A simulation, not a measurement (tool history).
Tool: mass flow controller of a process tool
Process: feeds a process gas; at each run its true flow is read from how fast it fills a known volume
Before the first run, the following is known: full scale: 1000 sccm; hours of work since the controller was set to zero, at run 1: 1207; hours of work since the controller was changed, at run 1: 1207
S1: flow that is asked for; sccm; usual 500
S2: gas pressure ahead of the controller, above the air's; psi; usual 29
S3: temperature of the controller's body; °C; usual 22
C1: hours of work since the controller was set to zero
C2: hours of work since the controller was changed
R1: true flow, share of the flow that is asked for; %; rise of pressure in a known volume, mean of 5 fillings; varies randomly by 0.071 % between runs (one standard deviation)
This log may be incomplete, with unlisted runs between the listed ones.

run	hour	S1	S2	S3	C1	C2	R1
1	0	500	29	22	1207	1207	99.84
2	56.8	500	29	22	1242	1242	99.86
3	109	500	29	22	1275	1275	99.92
4	220.7	500	29	32	1344	1344	98.82
5	298	500	29	28	1392	1392	99.29
6	402.7	500	20.3	28	1457	1457	99.56
7	479.8	500	20.3	28	1505	1505	99.78
8	592.1	500	20.3	28	1575	1575	99.79
9	646.3	500	29	31	1609	1609	99.12
10	760.6	500	29	31	1680	1680	99.25
11	877.8	874	29	22	1753	1753	100.64
12	971.4	874	29	22	1811	1811	100.7
13	1039.7	391	39.3	22	1854	1854	100.03
# hour 1082.2: gauge calibrated
14	1131.9	500	40	20	1911	1911	99.68
15	1243.1	500	21.2	39	1980	1980	98.25

Forecast run 16:
16	1346.9	500	21.2	39	2045	2045	?

R1: 98.34 %
Had the tool carried no hidden state, the very same run would have given R1 98.2 %.
